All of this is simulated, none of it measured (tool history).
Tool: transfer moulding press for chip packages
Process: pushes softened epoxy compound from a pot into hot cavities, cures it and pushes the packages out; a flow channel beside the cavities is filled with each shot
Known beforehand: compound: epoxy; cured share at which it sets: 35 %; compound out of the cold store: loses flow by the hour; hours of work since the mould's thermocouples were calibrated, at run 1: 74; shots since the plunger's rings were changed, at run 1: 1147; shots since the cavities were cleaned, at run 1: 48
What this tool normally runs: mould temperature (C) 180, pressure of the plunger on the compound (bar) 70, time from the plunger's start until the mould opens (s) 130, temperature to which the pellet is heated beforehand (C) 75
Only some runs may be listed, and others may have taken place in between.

| run | hour | mould temperature (C) | pressure of the plunger on the compound (bar) | time from the plunger's start until the mould opens (s) | temperature to which the pellet is heated beforehand (C) | hours of work since the mould's thermocouples were calibrated | shots since the plunger's rings were changed | shots since the cavities were cleaned | incoming compound's hours out of the cold store | length that the compound runs in the flow channel (mm) | greatest force on the pins that push the packages out (N) |
|---|---|---|---|---|---|---|---|---|---|---|---|
| 1 | 0 | 180 | 70 | 130 | 75 | 74 | 1147 | 48 | 47.3 | 553 | 196 |
| 2 | 6.6 | 180 | 70 | 130 | 75 | 78 | 1200 | 101 | 24.8 | 615 | 203 |
| 3 | 14.7 | 180 | 70 | 130 | 75 | 83 | 1265 | 166 | 14.4 | 643 | 226 |
| 4 | 20.6 | 177 | 70 | 130 | 75 | 86 | 1312 | 213 | 30 | 608 | 238 |
| 5 | 31.8 | 177 | 70 | 130 | 75 | 93 | 1402 | 303 | 16.5 | 635 | 237 |
| 6 | 40.3 | 177 | 70 | 130 | 75 | 98 | 1470 | 371 | 46.1 | 564 | 233 |
| 7 | 49.6 | 180 | 70 | 130 | 75 | 103 | 1545 | 446 | 18.3 | 635 | 205 |
| 8 | 60.1 | 180 | 70 | 130 | 75 | 110 | 1629 | 530 | 10.5 | 650 | 219 |
| 9 | 66.9 | 180 | 70 | 130 | 75 | 114 | 1684 | 585 | 16.7 | 635 | 205 |
| 10 | 75.5 | 180 | 52.7 | 130 | 75 | 119 | 1753 | 654 | 45.1 | 490 | 204 |
|  | 83.1 | cavities cleaned with cleaning compound and waxed |
| 11 | 84.4 | 180 | 70 | 130 | 75 | 123 | 1812 | 10 | 29.2 | 597 | 221 |
| 12 | 95.9 | 180 | 70 | 130 | 75 | 130 | 1905 | 103 | 11.3 | 654 | 208 |
| 13 | 105.9 | 180 | 70 | 130 | 75 | 136 | 1984 | 182 | 19.8 | 621 | 197 |
| 14 | 117 | 180 | 70 | 130 | 75 | 142 | 2074 | 272 | 25.3 | 617 | 210 |
| 15 | 127.3 | 180 | 70 | 130 | 75 | 148 | 2157 | 355 | 42 | 573 | 201 |
| 16 | 135.2 | 180 | 67.3 | 130 | 75 | 153 | 2220 | 418 | 23.1 | 602 | 211 |
| 17 | 144.2 | 180 | 57.5 | 144 | 78 | 158 | 2292 | 490 | 20.4 | 563 | 181 |
| 18 | 153.8 | 173 | 70 | 159 | 75 | 164 | 2370 | 568 | 31.6 | 609 | 220 |
| 19 | 160.2 | 173 | 70 | 159 | 75 | 168 | 2420 | 618 | 40.1 | 588 | 208 |
| 20 | 167.1 | 173 | 70 | 159 | 75 | 172 | 2476 | 674 | 35.2 | 606 | 221 |
|  | 172.6 | cavities cleaned with cleaning compound and waxed |
| 21 | 177.5 | 180 | 64.1 | 133 | 75 | 177 | 2547 | 39 | 23.1 | 593 | 201 |
| 22 | 185.4 | 180 | 64.1 | 133 | 75 | 182 | 2611 | 103 | 47.6 | 535 | 197 |
| 23 | 190.7 | 180 | 64.1 | 133 | 75 | 185 | 2653 | 145 | 22.1 | 592 | 201 |
| 24 | 203.1 | 182 | 84.3 | 127 | 75 | 192 | 2753 | 245 | 24.3 | 663 | 192 |
| 25 | 208.9 | 178 | 79.6 | 130 | 75 | 195 | 2799 | 291 | 39.8 | 615 | 223 |
| 26 | 215.7 | 178 | 79.6 | 130 | 75 | 199 | 2854 | 346 | 44.6 | 603 | 227 |
| 27 | 227.4 | 178 | 79.6 | 130 | 75 | 206 | 2948 | 440 | 18.5 | 677 | 230 |
| 28 | 233.4 | 178 | 79.6 | 130 | 75 | 210 | 2996 | 488 | 42.9 | 606 | 213 |
| 29 | 240.9 | 180 | 70 | 137 | 75 | 214 | 3056 | 548 | 31.3 | 596 | 186 |

4 options for the next run, each taken on its own from the tool as it stands now. Forecast them:
| A | 248.8 | 187 | 83.2 | 170 | 75 | 219 | 3119 | 611 | 20.8 | ? | ? |
| B | 248.8 | 177 | 61.8 | 130 | 82 | 219 | 3119 | 611 | 44.8 | ? | ? |
| C | 248.8 | 180 | 64 | 137 | 75 | 219 | 3119 | 611 | 10.2 | ? | ? |
| D | 248.8 | 180 | 70 | 133 | 75 | 219 | 3119 | 611 | 41.4 | ? | ? |

| run | length that the compound runs in the flow channel (mm) | greatest force on the pins that push the packages out (N) |
|---|---|---|
| A | 664 | 171 |
| B | 533 | 246 |
| C | 624 | 209 |
| D | 566 | 190 |
Had the tool no hidden state, the same runs would have come out as:
| run | length that the compound runs in the flow channel (mm) | greatest force on the pins that push the packages out (N) |
|---|---|---|
| A | 665 | 168 |
| B | 534 | 242 |
| C | 625 | 205 |
| D | 566 | 186 |

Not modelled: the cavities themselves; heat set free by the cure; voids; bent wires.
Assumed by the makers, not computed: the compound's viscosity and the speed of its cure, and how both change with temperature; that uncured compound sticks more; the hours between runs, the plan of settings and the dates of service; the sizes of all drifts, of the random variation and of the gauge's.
